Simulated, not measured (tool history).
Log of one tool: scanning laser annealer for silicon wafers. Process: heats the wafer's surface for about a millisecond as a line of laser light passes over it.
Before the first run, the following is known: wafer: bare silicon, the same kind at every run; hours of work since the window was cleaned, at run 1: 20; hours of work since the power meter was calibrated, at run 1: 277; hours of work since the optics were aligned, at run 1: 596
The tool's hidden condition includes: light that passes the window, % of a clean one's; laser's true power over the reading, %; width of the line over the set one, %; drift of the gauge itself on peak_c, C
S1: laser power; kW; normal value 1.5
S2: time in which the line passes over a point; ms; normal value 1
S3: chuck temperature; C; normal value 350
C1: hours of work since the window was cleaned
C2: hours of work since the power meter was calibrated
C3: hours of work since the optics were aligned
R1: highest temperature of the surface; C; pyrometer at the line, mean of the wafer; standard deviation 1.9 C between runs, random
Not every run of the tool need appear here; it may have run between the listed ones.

run	hour	S1	S2	S3	C1	C2	C3	R1
1	0	1.5	1	350	20	277	596	1181
2	54.2	1.5	1	350	48	304	624	1180
3	106	1.5	1	366	74	331	650	1193
4	159.8	1.5	1	350	102	358	678	1170
5	217.1	1.5	1	350	131	387	707	1172
6	292.4	1.5	1	350	169	426	745	1172
7	380.7	1.5	1	350	215	471	790	1172
8	467.9	1.314	1	350	259	515	835	1047
9	521.8	1.5	1	350	287	543	862	1165
10	591	1.5	1	350	322	578	898	1161
11	686.1	1.5	1	350	371	627	946	1162
12	765.3	1.5	1	350	411	667	987	1161
13	808.3	1.358	1	350	433	689	1009	1064
14	894.2	1.358	1	350	477	733	1053	1067
# hour 932.4: window over the wafer cleaned
15	942.6	1.5	1.17	366	5	757	1076	1251
16	1014.5	1.572	0.75	366	42	794	1113	1124
17	1104.2	1.572	0.75	366	88	839	1159	1122
18	1188.9	1.513	1.03	350	131	883	1202	1187
# hour 1234.2: optics aligned, line set to its width
19	1247.3	1.528	0.74	315	158	910	7	1043
20	1334	1.406	0.84	315	203	954	51	1014
21	1402.1	1.544	0.85	357	237	989	86	1140
22	1446.6	1.5	1	340	260	1012	108	1157
23	1501.8	1.5	0.89	340	288	1040	137	1112
24	1581.6	1.614	0.89	346	329	1081	177	1184
25	1643.3	1.614	0.89	346	360	1112	209	1183

Measured minus without-hidden-state, run by run (identical run-to-run variation in each term; gauge scatter may differ):
run	R1
1	-10
2	-11
3	-13
4	-15
5	-16
6	-17
7	-20
8	-19
9	-24
10	-26
11	-28
12	-30
13	-28
14	-29
15	-17
16	-16
17	-18
18	-23
19	-14
20	-15
21	-19
22	-21
23	-21
24	-25
25	-27

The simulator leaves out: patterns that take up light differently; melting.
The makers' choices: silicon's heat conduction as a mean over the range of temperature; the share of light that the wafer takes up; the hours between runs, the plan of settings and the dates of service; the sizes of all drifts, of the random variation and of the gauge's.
